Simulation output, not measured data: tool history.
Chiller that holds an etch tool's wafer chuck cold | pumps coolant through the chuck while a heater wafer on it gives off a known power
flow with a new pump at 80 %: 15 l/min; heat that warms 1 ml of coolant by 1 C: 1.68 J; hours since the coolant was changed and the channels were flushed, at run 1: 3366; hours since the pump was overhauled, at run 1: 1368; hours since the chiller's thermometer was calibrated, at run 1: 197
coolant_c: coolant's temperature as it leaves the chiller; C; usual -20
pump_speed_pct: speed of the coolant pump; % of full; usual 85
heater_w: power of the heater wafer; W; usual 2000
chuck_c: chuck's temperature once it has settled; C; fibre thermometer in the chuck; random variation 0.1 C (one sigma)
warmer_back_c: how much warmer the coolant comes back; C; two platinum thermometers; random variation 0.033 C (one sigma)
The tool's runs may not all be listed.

run	hour	coolant_c	pump_speed_pct	heater_w	hours since the coolant was changed and the channels were flushed	hours since the pump was overhauled	hours since the chiller's thermometer was calibrated	chuck_c	warmer_back_c
1	0	-20	85	2000	3366	1368	197	-7.8	4.44
2	19.8	-20	85	2067	3385	1388	217	-7.4	4.63
3	49.9	-20	85	2727	3415	1418	247	-3.4	5.98
4	73.3	-20	85	2727	3439	1441	270	-3.6	6.07
5	108.1	-20	85	1635	3474	1476	305	-9.9	3.61
6	141.4	-20	85	1635	3507	1510	338	-10.1	3.57
7	163.5	-20	85	1635	3529	1532	360	-10	3.53
8	183.5	-20	85	1635	3549	1552	380	-10	3.6
9	207.7	-20	85	1635	3573	1576	405	-10.1	3.53
10	238.7	-20	85	2000	3604	1607	436	-8	4.36
11	268.7	-20	85	2000	3634	1637	466	-7.7	4.35
12	291	-20	85	2000	3657	1659	488	-7.8	4.33
13	328.8	-20	85	2000	3694	1697	526	-7.9	4.35
14	353.9	-20	85	2000	3719	1722	551	-7.8	4.26
15	389.3	-20	85	2000	3755	1757	586	-7.9	4.31
16	412.6	-20	85	2000	3778	1781	609	-7.7	4.21
17	450.6	-20	85	2000	3816	1819	647	-7.9	4.27
18	480.1	-24	76	1470	3846	1848	677	-14	3.53
19	507.5	-22	76	2547	3873	1876	704	-4.8	6.16
20	539.6	-22	76	2547	3905	1908	736	-4.7	6.13
21	556.5	-22	76	2547	3922	1925	753	-4.7	6.21
22	586.5	-22	64	1203	3952	1955	783	-12.5	3.41

Forecast run 23:
23	609.6	-24	85	2000	3975	1978	806	?	?

chuck_c: -11.9 C
warmer_back_c: 4.13 C
Without the tool's hidden state the same run would have given chuck_c -11.9 C, warmer_back_c 4.42 C.
